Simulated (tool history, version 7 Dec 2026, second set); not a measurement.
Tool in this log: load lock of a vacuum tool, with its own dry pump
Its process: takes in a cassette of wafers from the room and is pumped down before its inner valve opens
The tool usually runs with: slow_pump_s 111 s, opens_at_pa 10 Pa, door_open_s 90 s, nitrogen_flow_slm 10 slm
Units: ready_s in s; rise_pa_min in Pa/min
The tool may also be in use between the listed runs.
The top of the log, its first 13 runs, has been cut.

| run | hour | slow_pump_s | opens_at_pa | door_open_s | nitrogen_flow_slm | incoming humidity of the room's air, % | ready_s | rise_pa_min |
|---|---|---|---|---|---|---|---|---|
| 14 | 1242.6 | 142 | 10 | 90 | 10 | 45.9 | 191.0 | 0.076 |
| 15 | 1353.9 | 142 | 10 | 90 | 10 | 45.4 | 190.9 | 0.077 |
| 16 | 1463.2 | 142 | 10 | 90 | 10 | 41.8 | 191.2 | 0.065 |
| 17 | 1574.8 | 111 | 9 | 90 | 10 | 43.8 | 166.6 | 0.072 |
| 18 | 1691.7 | 111 | 9 | 90 | 10 | 42.1 | 166.5 | 0.075 |
| 19 | 1813.3 | 111 | 9 | 90 | 10 | 41.5 | 166.1 | 0.071 |
| 20 | 1920.3 | 111 | 10 | 90 | 18 | 45.7 | 166.6 | 0.067 |
| 21 | 1992.1 | 199 | 10 | 90 | 35 | 42.6 | 236.6 | 0.051 |
| 22 | 2077.8 | 199 | 10 | 90 | 35 | 49.1 | 238.6 | 0.053 |
| 23 | 2154.1 | 85 | 10 | 136 | 35 | 44.8 | 144.1 | 0.059 |
| 24 | 2221.9 | 169 | 10 | 35 | 36 | 42.5 | 215.0 | 0.039 |
| 25 | 2323.6 | 169 | 9 | 189 | 7 | 43.9 | 216.5 | 0.117 |
| 26 | 2398.0 | 169 | 9 | 189 | 7 | 45.7 | 214.3 | 0.124 |
| 27 | 2475.7 | 90 | 8 | 80 | 6 | 45.8 | 150.5 | 0.085 |
| 28 | 2527.2 | 111 | 19 | 134 | 41 | 43.8 | 158.9 | 0.058 |
| 29 | 2603.5 | 169 | 10 | 90 | 10 | 47.0 | 212.9 | 0.084 |
| 30 | 2674.6 | 169 | 10 | 90 | 10 | 42.4 | 214.5 | 0.073 |
| 31 | 2789.1 | 111 | 19 | 239 | 7 | 43.7 | 161.3 | 0.129 |
| 32 | 2854.9 | 111 | 18 | 239 | 7 | 43.6 | 160.7 | 0.138 |
| 33 | 2931.7 | 145 | 16 | 90 | 25 | 46.1 | 191.4 | 0.067 |
| 34 | 2989.8 | 145 | 16 | 90 | 25 | 43.8 | 189.8 | 0.065 |
| 35 | 3074.4 | 145 | 16 | 61 | 9 | 48.6 | 190.1 | 0.073 |

Below are 4 alternative next runs, each starting from the tool's condition after run 35. Predict each:
| A | 3174.1 | 195 | 11 | 61 | 12 | 45.3 | ? | ? |
| B | 3174.1 | 145 | 16 | 101 | 11 | 43.6 | ? | ? |
| C | 3174.1 | 205 | 12 | 61 | 7 | 47.9 | ? | ? |
| D | 3174.1 | 210 | 10 | 52 | 10 | 41.3 | ? | ? |

| run | ready_s | rise_pa_min |
|---|---|---|
| A | 235.2 | 0.067 |
| B | 191.9 | 0.081 |
| C | 241.2 | 0.075 |
| D | 247.6 | 0.063 |
What these runs would have given with no unlogged condition in the tool:
| run | ready_s | rise_pa_min |
|---|---|---|
| A | 228.7 | 0.051 |
| B | 184.6 | 0.065 |
| C | 235.4 | 0.059 |
| D | 241.6 | 0.047 |
